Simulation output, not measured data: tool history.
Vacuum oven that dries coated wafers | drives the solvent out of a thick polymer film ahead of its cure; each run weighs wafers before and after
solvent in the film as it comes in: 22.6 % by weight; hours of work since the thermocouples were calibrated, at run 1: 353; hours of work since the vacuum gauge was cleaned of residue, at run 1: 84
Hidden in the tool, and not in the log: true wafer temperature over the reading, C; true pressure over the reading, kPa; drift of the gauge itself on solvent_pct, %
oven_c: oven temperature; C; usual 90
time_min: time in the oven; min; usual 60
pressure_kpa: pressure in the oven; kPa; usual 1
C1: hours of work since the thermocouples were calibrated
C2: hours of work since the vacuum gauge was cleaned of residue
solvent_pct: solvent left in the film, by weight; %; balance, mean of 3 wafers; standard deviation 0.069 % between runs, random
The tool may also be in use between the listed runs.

run 1 day=0 | oven_c=90 time_min=60 pressure_kpa=1 | C1=353 C2=84 | solvent_pct=4.82
run 2 day=0.917 | oven_c=90 time_min=60 pressure_kpa=1 | C1=363 C2=94 | solvent_pct=4.79
run 3 day=1.808 | oven_c=90 time_min=60 pressure_kpa=1 | C1=373 C2=104 | solvent_pct=4.83
run 4 day=2.625 | oven_c=90 time_min=60 pressure_kpa=1 | C1=382 C2=113 | solvent_pct=4.73
run 5 day=3.55 | oven_c=90 time_min=60 pressure_kpa=1 | C1=392 C2=123 | solvent_pct=4.83
run 6 day=4.096 | oven_c=90 time_min=60 pressure_kpa=1 | C1=398 C2=129 | solvent_pct=4.95
run 7 day=5.133 | oven_c=91 time_min=60 pressure_kpa=1 | C1=410 C2=140 | solvent_pct=4.42
run 8 day=5.654 | oven_c=91 time_min=60 pressure_kpa=1 | C1=416 C2=146 | solvent_pct=4.34
run 9 day=6.462 | oven_c=83 time_min=33 pressure_kpa=0.55 | C1=425 C2=155 | solvent_pct=11.06
run 10 day=7.008 | oven_c=83 time_min=33 pressure_kpa=0.55 | C1=431 C2=161 | solvent_pct=11
run 11 day=8.1 | oven_c=92 time_min=73 pressure_kpa=0.81 | C1=443 C2=173 | solvent_pct=2.97
run 12 day=8.842 | oven_c=92 time_min=73 pressure_kpa=0.81 | C1=451 C2=181 | solvent_pct=2.86

Run 13, settings as shown, results not yet in. Your forecast:
run 13 day=9.371 | oven_c=92 time_min=73 pressure_kpa=0.81 | C1=457 C2=187 | solvent_pct=?

{"run 13": {"solvent_pct": 2.99}}
Take away the tool's hidden state, keep the run-to-run variation as it was, and the same run would have given solvent_pct 2.99 %.

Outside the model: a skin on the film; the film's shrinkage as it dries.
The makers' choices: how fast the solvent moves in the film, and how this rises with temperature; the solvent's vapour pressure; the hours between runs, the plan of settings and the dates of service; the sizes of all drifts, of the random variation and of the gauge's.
